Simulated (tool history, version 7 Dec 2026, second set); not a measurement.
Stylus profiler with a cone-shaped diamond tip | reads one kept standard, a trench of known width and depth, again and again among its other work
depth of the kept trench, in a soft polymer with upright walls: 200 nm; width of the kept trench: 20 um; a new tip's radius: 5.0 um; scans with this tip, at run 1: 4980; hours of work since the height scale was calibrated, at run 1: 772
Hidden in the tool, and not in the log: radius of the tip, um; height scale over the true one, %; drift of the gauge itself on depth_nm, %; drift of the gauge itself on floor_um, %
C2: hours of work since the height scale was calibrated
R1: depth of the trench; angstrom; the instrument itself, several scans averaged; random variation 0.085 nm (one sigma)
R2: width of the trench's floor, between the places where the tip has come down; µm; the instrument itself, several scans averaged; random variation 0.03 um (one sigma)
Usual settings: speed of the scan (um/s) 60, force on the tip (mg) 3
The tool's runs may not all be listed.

run 1 hour=0 | speed_of_the_scan_(um/s)=60 force_on_the_tip_(mg)=3 | scans_with_this_tip=4980 C2=772 | R1=2024.5 R2=16.37
run 2 hour=15 | speed_of_the_scan_(um/s)=60 force_on_the_tip_(mg)=3 | scans_with_this_tip=5045 C2=782 | R1=2025.6 R2=16.32
run 3 hour=38.3 | speed_of_the_scan_(um/s)=60 force_on_the_tip_(mg)=3 | scans_with_this_tip=5147 C2=797 | R1=2025 R2=16.39
run 4 hour=63.4 | speed_of_the_scan_(um/s)=60 force_on_the_tip_(mg)=3 | scans_with_this_tip=5256 C2=814 | R1=2024.8 R2=16.35
run 5 hour=81.4 | speed_of_the_scan_(um/s)=120 force_on_the_tip_(mg)=3 | scans_with_this_tip=5334 C2=826 | R1=2024.6 R2=16.14
run 6 hour=103.8 | speed_of_the_scan_(um/s)=120 force_on_the_tip_(mg)=3 | scans_with_this_tip=5432 C2=842 | R1=2025.8 R2=16.13
run 7 hour=129 | speed_of_the_scan_(um/s)=120 force_on_the_tip_(mg)=3 | scans_with_this_tip=5541 C2=859 | R1=2025.3 R2=16.15
run 8 hour=142.7 | speed_of_the_scan_(um/s)=60 force_on_the_tip_(mg)=1.56 | scans_with_this_tip=5601 C2=868 | R1=2019.6 R2=16.24
-- hour=144.4 height scale calibrated on a step standard
run 9 hour=159.8 | speed_of_the_scan_(um/s)=60 force_on_the_tip_(mg)=1.56 | scans_with_this_tip=5673 C2=10 | R1=2023.6 R2=16.11
run 10 hour=177.6 | speed_of_the_scan_(um/s)=51 force_on_the_tip_(mg)=1.56 | scans_with_this_tip=5751 C2=22 | R1=2024 R2=16.21
run 11 hour=191.5 | speed_of_the_scan_(um/s)=60 force_on_the_tip_(mg)=3 | scans_with_this_tip=5811 C2=32 | R1=2030.9 R2=16.25
-- hour=193.7 height scale calibrated on a step standard, once more
run 12 hour=216.2 | speed_of_the_scan_(um/s)=60 force_on_the_tip_(mg)=3 | scans_with_this_tip=5917 C2=15 | R1=2018.2 R2=16.26
run 13 hour=229.1 | speed_of_the_scan_(um/s)=60 force_on_the_tip_(mg)=3 | scans_with_this_tip=5973 C2=24 | R1=2019.2 R2=16.21
run 14 hour=251.6 | speed_of_the_scan_(um/s)=64 force_on_the_tip_(mg)=3.34 | scans_with_this_tip=6070 C2=39 | R1=2020 R2=16.16
run 15 hour=263.8 | speed_of_the_scan_(um/s)=64 force_on_the_tip_(mg)=1.41 | scans_with_this_tip=6124 C2=47 | R1=2011 R2=16.08
run 16 hour=278.6 | speed_of_the_scan_(um/s)=183 force_on_the_tip_(mg)=1.4 | scans_with_this_tip=6188 C2=57 | R1=2012.7 R2=15.61
run 17 hour=294.9 | speed_of_the_scan_(um/s)=183 force_on_the_tip_(mg)=1.4 | scans_with_this_tip=6259 C2=68 | R1=2010.1 R2=15.64
run 18 hour=320.6 | speed_of_the_scan_(um/s)=16 force_on_the_tip_(mg)=3 | scans_with_this_tip=6371 C2=86 | R1=2020.7 R2=16.31
run 19 hour=343.9 | speed_of_the_scan_(um/s)=43 force_on_the_tip_(mg)=1.86 | scans_with_this_tip=6472 C2=101 | R1=2015.7 R2=16.18
run 20 hour=367.2 | speed_of_the_scan_(um/s)=43 force_on_the_tip_(mg)=1.86 | scans_with_this_tip=6574 C2=117 | R1=2014.6 R2=16.21
run 21 hour=383.1 | speed_of_the_scan_(um/s)=43 force_on_the_tip_(mg)=1.86 | scans_with_this_tip=6643 C2=128 | R1=2014.2 R2=16.14
run 22 hour=404.3 | speed_of_the_scan_(um/s)=36 force_on_the_tip_(mg)=2.62 | scans_with_this_tip=6735 C2=142 | R1=2018.3 R2=16.22
run 23 hour=422.6 | speed_of_the_scan_(um/s)=75 force_on_the_tip_(mg)=1.93 | scans_with_this_tip=6815 C2=154 | R1=2015.7 R2=16.06

Forecast each of these 4 alternatives for the next run:
run A hour=439.1 | speed_of_the_scan_(um/s)=51 force_on_the_tip_(mg)=5.49 | scans_with_this_tip=6887 C2=165 | R1=? R2=?
run B hour=439.1 | speed_of_the_scan_(um/s)=79 force_on_the_tip_(mg)=7.07 | scans_with_this_tip=6887 C2=165 | R1=? R2=?
run C hour=439.1 | speed_of_the_scan_(um/s)=51 force_on_the_tip_(mg)=3 | scans_with_this_tip=6887 C2=165 | R1=? R2=?
run D hour=439.1 | speed_of_the_scan_(um/s)=19 force_on_the_tip_(mg)=3 | scans_with_this_tip=6887 C2=165 | R1=? R2=?

run=A R1=2031.2 R2=16.18
run=B R1=2034.8 R2=16.12
run=C R1=2021.3 R2=16.16
run=D R1=2020.8 R2=16.28
Without the tool's hidden state the same runs would have given:
run=A R1=2029.4 R2=17.08
run=B R1=2033 R2=17.02
run=C R1=2019.5 R2=17.06
run=D R1=2019 R2=17.17

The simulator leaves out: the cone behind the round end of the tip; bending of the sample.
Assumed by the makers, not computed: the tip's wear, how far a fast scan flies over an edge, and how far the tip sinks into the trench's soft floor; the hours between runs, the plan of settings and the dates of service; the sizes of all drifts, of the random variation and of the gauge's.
